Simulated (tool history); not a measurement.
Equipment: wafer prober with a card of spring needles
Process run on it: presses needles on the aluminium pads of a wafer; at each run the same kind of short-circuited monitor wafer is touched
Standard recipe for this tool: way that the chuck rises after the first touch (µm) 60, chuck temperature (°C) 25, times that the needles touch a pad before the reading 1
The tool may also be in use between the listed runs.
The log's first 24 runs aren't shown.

| run | hour | way that the chuck rises after the first touch (µm) | chuck temperature (°C) | times that the needles touch a pad before the reading | touches since the tips were cleaned | cleanings since the card got new needles | touches since the first contact's height was set | resistance of one needle with its contact and lead (mohm) | way that a needle slides on the pad (µm) |
|---|---|---|---|---|---|---|---|---|---|
| 25 | 281.7 | 49 | 114 | 1 | 5011 | 52 | 128719 | 163 | 8.81 |
|  | 284.9 | tips cleaned on abrasive film |
| 26 | 293.3 | 71 | 114 | 1 | 3391 | 53 | 133353 | 158 | 12.97 |
|  | 300.5 | tips cleaned on abrasive film |
| 27 | 306.0 | 68 | 99 | 2 | 2248 | 54 | 138439 | 152 | 12.36 |
| 28 | 313.1 | 78 | 25 | 1 | 5077 | 54 | 141268 | 142 | 14.32 |
|  | 316.3 | tips cleaned on abrasive film |
| 29 | 324.2 | 60 | 64 | 1 | 3179 | 55 | 145718 | 150 | 11.04 |
|  | 331.7 | tips cleaned on abrasive film |
| 30 | 337.8 | 60 | 64 | 1 | 2438 | 56 | 151158 | 151 | 10.87 |
|  | 347.8 | tips cleaned on abrasive film |
| 31 | 348.7 | 60 | 64 | 1 | 377 | 57 | 155541 | 149 | 10.95 |
| 32 | 356.3 | 60 | 64 | 1 | 3419 | 57 | 158583 | 149 | 10.85 |
|  | 364.1 | tips cleaned on abrasive film |
| 33 | 370.6 | 60 | 64 | 1 | 2625 | 58 | 164298 | 150 | 10.96 |
|  | 380.0 | tips cleaned on abrasive film |
| 34 | 381.5 | 45 | 92 | 1 | 612 | 59 | 168670 | 161 | 8.06 |
|  | 395.4 | tips cleaned on abrasive film |
| 35 | 395.4 | 60 | 68 | 1 | 0 | 60 | 174231 | 148 | 11.00 |

Alternative continuations, all from the tool just after run 35; predict every row:
| A | 406.9 | 46 | 34 | 1 | 4625 | 60 | 178856 | ? | ? |
| B | 406.9 | 60 | 30 | 1 | 4625 | 60 | 178856 | ? | ? |
| C | 406.9 | 64 | 43 | 2 | 4625 | 60 | 178856 | ? | ? |

| run | resistance of one needle with its contact and lead (mohm) | way that a needle slides on the pad (µm) |
|---|---|---|
| A | 148 | 8.48 |
| B | 144 | 10.96 |
| C | 147 | 11.70 |
Stripped of hidden state, with their random variation kept, the same runs would have yielded:
| run | resistance of one needle with its contact and lead (mohm) | way that a needle slides on the pad (µm) |
|---|---|---|
| A | 147 | 8.48 |
| B | 143 | 10.96 |
| C | 147 | 11.70 |

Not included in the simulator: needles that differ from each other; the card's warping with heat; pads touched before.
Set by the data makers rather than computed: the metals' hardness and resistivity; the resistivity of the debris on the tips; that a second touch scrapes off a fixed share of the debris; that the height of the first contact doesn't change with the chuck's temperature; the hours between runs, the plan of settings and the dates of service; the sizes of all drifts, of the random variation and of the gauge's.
